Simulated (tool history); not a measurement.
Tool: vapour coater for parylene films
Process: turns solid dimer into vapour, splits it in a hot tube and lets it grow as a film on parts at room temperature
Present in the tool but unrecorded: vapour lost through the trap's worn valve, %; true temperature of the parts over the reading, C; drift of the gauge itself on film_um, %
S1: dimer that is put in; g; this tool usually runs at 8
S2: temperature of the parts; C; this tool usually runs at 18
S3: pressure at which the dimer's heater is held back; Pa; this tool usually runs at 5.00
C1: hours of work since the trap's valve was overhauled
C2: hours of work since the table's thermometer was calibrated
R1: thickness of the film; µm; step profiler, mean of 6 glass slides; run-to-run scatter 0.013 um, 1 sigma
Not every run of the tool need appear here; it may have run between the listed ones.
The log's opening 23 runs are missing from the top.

| run | hour | S1 | S2 | S3 | C1 | C2 | R1 |
|---|---|---|---|---|---|---|---|
| 24 | 276.8 | 8 | 18 | 5.00 | 573 | 299 | 1.61 |
| 25 | 294.7 | 8 | 18 | 5.00 | 582 | 308 | 1.59 |
| 26 | 306.6 | 8 | 18 | 5.00 | 588 | 313 | 1.59 |
| 27 | 322.9 | 8 | 15 | 7.75 | 595 | 321 | 1.76 |
| 28 | 336.5 | 8 | 15 | 7.75 | 602 | 328 | 1.73 |
| 29 | 350.0 | 8 | 18 | 6.22 | 608 | 334 | 1.60 |
| 30 | 364.9 | 8 | 18 | 6.22 | 615 | 341 | 1.55 |
| 31 | 382.1 | 8 | 18 | 6.22 | 624 | 350 | 1.55 |
| 32 | 394.0 | 8 | 11 | 6.22 | 629 | 355 | 2.10 |
|  | 401.3 | trap's valve overhauled |
| 33 | 405.8 | 5 | 26 | 4.23 | 2 | 359 | 0.80 |
| 34 | 416.5 | 8 | 12 | 5.86 | 7 | 364 | 2.14 |
| 35 | 428.7 | 7 | 18 | 7.09 | 13 | 370 | 1.45 |
| 36 | 445.0 | 7 | 18 | 7.09 | 21 | 378 | 1.46 |
| 37 | 460.0 | 7 | 18 | 7.09 | 28 | 385 | 1.48 |
| 38 | 475.5 | 7 | 18 | 7.09 | 36 | 392 | 1.46 |
| 39 | 490.5 | 8 | 11 | 2.88 | 43 | 400 | 2.35 |
| 40 | 502.2 | 8 | 11 | 2.88 | 48 | 405 | 2.38 |
| 41 | 511.7 | 8 | 11 | 2.88 | 53 | 410 | 2.37 |
| 42 | 529.2 | 5 | 11 | 2.74 | 61 | 418 | 1.46 |
| 43 | 544.6 | 8 | 15 | 4.22 | 69 | 426 | 1.97 |
| 44 | 560.3 | 13 | 15 | 4.22 | 76 | 433 | 3.18 |
| 45 | 572.5 | 3 | 11 | 2.21 | 82 | 439 | 0.88 |
| 46 | 579.9 | 6 | 25 | 11.81 | 86 | 442 | 0.89 |
| 47 | 594.4 | 13 | 22 | 11.81 | 93 | 449 | 2.21 |
| 48 | 611.2 | 13 | 22 | 11.81 | 101 | 457 | 2.19 |

Forecast each of these 3 alternatives for the next run:
| A | 624.0 | 12 | 17 | 2.94 | 107 | 464 | ? |
| B | 624.0 | 10 | 13 | 4.44 | 107 | 464 | ? |
| C | 624.0 | 5 | 22 | 11.81 | 107 | 464 | ? |

| run | R1 |
|---|---|
| A | 2.77 |
| B | 2.63 |
| C | 0.85 |
With the hidden condition removed and each run's random variation left untouched, the same runs would have given:
| run | R1 |
|---|---|
| A | 2.78 |
| B | 2.64 |
| C | 0.85 |

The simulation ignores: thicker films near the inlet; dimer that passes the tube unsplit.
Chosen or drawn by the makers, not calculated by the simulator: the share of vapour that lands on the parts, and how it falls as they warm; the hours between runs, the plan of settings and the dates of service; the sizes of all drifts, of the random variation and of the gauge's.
